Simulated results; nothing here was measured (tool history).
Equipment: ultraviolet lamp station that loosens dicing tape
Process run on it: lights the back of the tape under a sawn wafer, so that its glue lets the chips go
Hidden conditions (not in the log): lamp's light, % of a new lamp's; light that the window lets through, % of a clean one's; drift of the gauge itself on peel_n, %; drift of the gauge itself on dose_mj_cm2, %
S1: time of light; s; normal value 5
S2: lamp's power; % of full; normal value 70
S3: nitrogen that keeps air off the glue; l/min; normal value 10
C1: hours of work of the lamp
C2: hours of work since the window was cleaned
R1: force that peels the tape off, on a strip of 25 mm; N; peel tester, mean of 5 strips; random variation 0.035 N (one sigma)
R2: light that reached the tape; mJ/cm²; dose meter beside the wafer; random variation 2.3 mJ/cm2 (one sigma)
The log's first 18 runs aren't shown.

Run 19, hour 363.6: usual settings; C1 405; C2 70. Result: R1 2.105 N, R2 187 mJ/cm².
Run 20, hour 389.7: usual settings but S3 6 l/min; C1 415; C2 81. Result: R1 2.969 N, R2 190 mJ/cm².
Run 21, hour 408.5: usual settings but S3 6 l/min; C1 423; C2 88. Result: R1 3.001 N, R2 186 mJ/cm².
Run 22, hour 435.9: usual settings but S3 6 l/min; C1 434; C2 99. Result: R1 2.993 N, R2 191 mJ/cm².
Run 23, hour 452.0: usual settings but S3 6 l/min; C1 440; C2 106. Result: R1 2.975 N, R2 190 mJ/cm².
Run 24, hour 473.5: usual settings but S1 2 s, S2 84 % of full, S3 15 l/min; C1 449; C2 115. Result: R1 4.587 N, R2 88 mJ/cm².
Run 25, hour 495.0: usual settings but S1 3 s, S2 98 % of full, S3 7 l/min; C1 458; C2 123. Result: R1 3.472 N, R2 155 mJ/cm².
Run 26, hour 509.3: usual settings but S1 3 s, S2 98 % of full, S3 7 l/min; C1 464; C2 129. Result: R1 3.497 N, R2 157 mJ/cm².
Run 27, hour 530.7: usual settings but S1 3 s, S2 98 % of full, S3 7 l/min; C1 472; C2 138. Result: R1 3.466 N, R2 154 mJ/cm².
Run 28, hour 550.4: usual settings but S1 3 s, S2 75 % of full; C1 480; C2 146. Result: R1 3.997 N, R2 119 mJ/cm².
Run 29, hour 564.9: usual settings but S1 9 s, S2 68 % of full, S3 7 l/min; C1 486; C2 152. Result: R1 1.048 N, R2 325 mJ/cm².
Run 30, hour 584.5: usual settings but S1 9 s, S2 68 % of full, S3 7 l/min; C1 494; C2 160. Result: R1 1.033 N, R2 326 mJ/cm².
Run 31, hour 611.3: usual settings but S3 14 l/min; C1 505; C2 171. Result: R1 1.744 N, R2 183 mJ/cm².
Run 32, hour 625.8: usual settings but S1 9 s, S2 71 % of full, S3 9 l/min; C1 511; C2 176. Result: R1 0.723 N, R2 335 mJ/cm².
Run 33, hour 653.0: usual settings but S1 8 s, S2 92 % of full, S3 8 l/min; C1 522; C2 187. Result: R1 0.583 N, R2 383 mJ/cm².

What does the tool deliver on the next run?
Run 34, hour 679.7: usual settings but S1 8 s, S2 92 % of full, S3 8 l/min; C1 533; C2 198. Result: R1 ?, R2 ?.

Run 34 came out at R1 0.595 N, R2 382 mJ/cm².
Were there no unlogged condition in the tool, this run, its random variation unchanged, would have produced R1 0.406 N, R2 445 mJ/cm².

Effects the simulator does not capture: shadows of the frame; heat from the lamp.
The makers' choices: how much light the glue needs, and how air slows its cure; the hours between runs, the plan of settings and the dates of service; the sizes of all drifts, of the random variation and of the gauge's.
